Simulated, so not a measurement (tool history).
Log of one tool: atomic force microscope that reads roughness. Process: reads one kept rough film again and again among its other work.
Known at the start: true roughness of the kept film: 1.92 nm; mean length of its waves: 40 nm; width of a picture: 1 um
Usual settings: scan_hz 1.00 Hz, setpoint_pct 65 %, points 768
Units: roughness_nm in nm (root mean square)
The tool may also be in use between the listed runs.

run,hour,scan_hz,setpoint_pct,points,roughness_nm
1,0.0,1.00,65,768,1.831
2,9.6,1.00,65,768,1.831
3,16.6,1.00,65,507,1.846
4,23.4,1.00,65,507,1.834
5,39.6,1.12,65,768,1.841
6,51.0,1.12,65,768,1.837
7,59.8,0.75,65,768,1.849
8,67.5,0.75,65,768,1.842
9,77.0,1.00,65,768,1.833
10,93.2,1.00,65,768,1.840
11,108.8,1.00,65,768,1.833
12,116.1,1.00,65,768,1.845
13,130.6,1.00,65,768,1.836
14,140.3,1.19,65,768,1.833
15,152.0,2.27,65,768,1.802
16,163.6,1.00,79,819,1.797
17,178.0,2.60,79,859,1.694
18,188.1,1.32,79,690,1.777
# hour 198.2: new tip fitted
19,200.3,2.81,71,792,1.750
20,214.2,1.50,58,296,1.833
21,226.1,1.50,58,296,1.834
22,235.4,0.62,58,838,1.867
23,248.1,1.00,58,768,1.851
24,264.0,1.00,58,768,1.855
25,276.0,1.00,58,768,1.854
26,290.5,1.00,65,311,1.830
27,306.7,1.21,65,689,1.816
28,319.2,0.99,64,715,1.843

Forecast each of these 5 alternatives for the next run:
A,329.8,1.00,57,768,?
B,329.8,1.00,68,768,?
C,329.8,0.94,74,715,?
D,329.8,3.30,65,448,?
E,329.8,2.71,65,703,?

run,roughness_nm
A,1.837
B,1.835
C,1.823
D,1.771
E,1.786
Without the tool's hidden state the same runs would have given:
run,roughness_nm
A,1.842
B,1.839
C,1.827
D,1.775
E,1.791

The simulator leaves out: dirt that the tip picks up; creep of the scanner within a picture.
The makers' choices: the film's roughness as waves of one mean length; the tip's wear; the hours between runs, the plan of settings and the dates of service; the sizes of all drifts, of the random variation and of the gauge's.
